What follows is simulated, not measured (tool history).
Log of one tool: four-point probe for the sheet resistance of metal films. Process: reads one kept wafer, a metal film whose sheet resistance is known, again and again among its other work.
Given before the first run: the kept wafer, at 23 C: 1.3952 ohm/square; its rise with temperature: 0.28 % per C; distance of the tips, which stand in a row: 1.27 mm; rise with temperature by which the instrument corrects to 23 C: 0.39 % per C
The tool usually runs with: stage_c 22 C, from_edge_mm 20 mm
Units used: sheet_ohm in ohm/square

Run 1, hour 0: usual settings. Result: sheet_ohm 1.392864 ohm/square.
Run 2, hour 54.6: usual settings. Result: sheet_ohm 1.39284 ohm/square.
Run 3, hour 90.7: usual settings. Result: sheet_ohm 1.392673 ohm/square.
Run 4, hour 132.4: usual settings. Result: sheet_ohm 1.392253 ohm/square.
Run 5, hour 174.5: usual settings. Result: sheet_ohm 1.39195 ohm/square.
Run 6, hour 235.3: usual settings but stage_c 21 C. Result: sheet_ohm 1.393594 ohm/square.
Run 7, hour 273.4: usual settings but stage_c 21 C. Result: sheet_ohm 1.393723 ohm/square.
Run 8, hour 325.2: usual settings but stage_c 21 C. Result: sheet_ohm 1.39323 ohm/square.
Run 9, hour 385.3: usual settings but stage_c 21 C. Result: sheet_ohm 1.392794 ohm/square.
Run 10, hour 437.8: usual settings but stage_c 21 C. Result: sheet_ohm 1.392478 ohm/square.
Run 11, hour 509.6: usual settings but stage_c 30 C, from_edge_mm 59 mm. Result: sheet_ohm 1.375706 ohm/square.
Run 12, hour 555.5: usual settings but stage_c 30 C, from_edge_mm 59 mm. Result: sheet_ohm 1.376196 ohm/square.
Run 13, hour 611.1: usual settings but stage_c 26 C, from_edge_mm 14 mm. Result: sheet_ohm 1.387159 ohm/square.
At hour 648.4: stage's thermometer calibrated.
Run 14, hour 669.9: usual settings but stage_c 26 C, from_edge_mm 14 mm. Result: sheet_ohm 1.389617 ohm/square.
Run 15, hour 713.5: usual settings but stage_c 20 C, from_edge_mm 3 mm. Result: sheet_ohm 1.513839 ohm/square.
Run 16, hour 760.5: usual settings but stage_c 28 C, from_edge_mm 9 mm. Result: sheet_ohm 1.394093 ohm/square.

What will run 17 give?
Run 17, hour 838.7: usual settings but stage_c 26 C, from_edge_mm 19 mm. Result: sheet_ohm ?.

sheet_ohm: 1.385466 ohm/square
Without the tool's hidden state the same run would have given sheet_ohm 1.393666 ohm/square.
